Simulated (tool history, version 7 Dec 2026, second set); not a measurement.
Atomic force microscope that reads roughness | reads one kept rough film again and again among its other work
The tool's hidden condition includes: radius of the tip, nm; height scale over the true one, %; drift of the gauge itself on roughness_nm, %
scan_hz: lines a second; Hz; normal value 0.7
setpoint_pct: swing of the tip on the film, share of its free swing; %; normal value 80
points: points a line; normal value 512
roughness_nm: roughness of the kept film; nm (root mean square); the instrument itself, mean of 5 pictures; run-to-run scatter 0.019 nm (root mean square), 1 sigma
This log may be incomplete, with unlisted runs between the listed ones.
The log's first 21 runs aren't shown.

run,hour,scan_hz,setpoint_pct,points,pictures with this tip,hours of work since the height scale was calibrated,roughness_nm
# hour 540.9: new tip fitted
22,563.5,0.7,80,842,26,1106,4.561
23,593.8,0.7,80,814,61,1125,4.556
# hour 609: new tip fitted
24,623.4,0.7,80,814,17,1142,4.545
25,639.2,1.836,59,521,35,1151,4.609
# hour 675.3: new tip fitted
26,675.5,2.428,59,680,0,1173,4.562
27,705.2,2.428,59,781,34,1191,4.501
28,720.8,2.428,61,811,52,1200,4.49
29,737.6,2.428,61,811,72,1210,4.499
# hour 743.2: new tip fitted
30,766.6,0.84,61,699,26,1227,4.645
31,792.8,0.84,61,699,57,1243,4.656
# hour 810.8: new tip fitted
32,814.9,0.84,60,354,4,1256,4.661
33,834.3,1.846,60,841,27,1267,4.562
34,861.1,2.227,89,809,58,1283,3.847
# hour 877.9: new tip fitted
35,886.1,0.695,61,367,10,1298,4.714
36,921.6,0.695,61,367,51,1319,4.685
# hour 944.4: new tip fitted
37,944.6,0.695,58,367,1,1333,4.709
38,974.7,0.695,58,367,35,1351,4.673
39,992,3.262,63,700,55,1361,4.38

What will run 40 give?
# hour 1010.8: new tip fitted
40,1024,0.7,80,512,15,1380,?

roughness_nm: 4.55 nm (root mean square)
If the tool had no hidden condition, the same run with the same run-to-run variation would have returned roughness_nm 4.552 nm (root mean square).

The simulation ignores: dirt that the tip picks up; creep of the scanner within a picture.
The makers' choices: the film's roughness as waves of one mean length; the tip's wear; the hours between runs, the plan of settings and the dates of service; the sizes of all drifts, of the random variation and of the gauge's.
